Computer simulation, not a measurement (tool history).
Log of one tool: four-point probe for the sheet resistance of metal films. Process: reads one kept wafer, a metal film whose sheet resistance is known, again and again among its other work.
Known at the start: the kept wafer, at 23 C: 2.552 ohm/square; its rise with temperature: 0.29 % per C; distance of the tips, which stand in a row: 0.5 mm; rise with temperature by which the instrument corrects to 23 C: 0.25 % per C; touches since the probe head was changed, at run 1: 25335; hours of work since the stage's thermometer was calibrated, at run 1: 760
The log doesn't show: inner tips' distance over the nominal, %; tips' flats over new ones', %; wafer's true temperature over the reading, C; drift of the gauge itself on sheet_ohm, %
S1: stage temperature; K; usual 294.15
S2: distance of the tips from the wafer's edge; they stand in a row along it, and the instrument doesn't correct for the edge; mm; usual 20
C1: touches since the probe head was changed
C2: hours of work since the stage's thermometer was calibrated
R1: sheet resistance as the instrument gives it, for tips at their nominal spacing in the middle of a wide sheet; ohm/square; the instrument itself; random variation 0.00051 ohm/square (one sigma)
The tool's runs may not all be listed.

Run 1, day 0: usual settings; C1 25335; C2 760. Result: R1 2.563173 ohm/square.
Run 2, day 5.45: usual settings; C1 29601; C2 817. Result: R1 2.563259 ohm/square.
Run 3, day 10.012: usual settings; C1 33167; C2 865. Result: R1 2.563785 ohm/square.
Run 4, day 15.158: usual settings but S2 29 mm; C1 37194; C2 919. Result: R1 2.562571 ohm/square.
Run 5, day 20.233: usual settings but S2 29 mm; C1 41167; C2 972. Result: R1 2.563684 ohm/square.
Run 6, day 24.292: usual settings but S1 299.15 K, S2 12 mm; C1 44342; C2 1014. Result: R1 2.56836 ohm/square.
Run 7, day 29.679: usual settings but S1 305.15 K, S2 26 mm; C1 48555; C2 1071. Result: R1 2.571934 ohm/square.

Run 8 comes next. What will it give?
At day 30.067: stage's thermometer calibrated.
Run 8, day 34.062: usual settings but S1 301.15 K; C1 51968; C2 42. Result: R1 ?.

Run 8 gave R1 2.57047 ohm/square.
Without the tool's hidden state the same run would have given R1 2.557269 ohm/square.
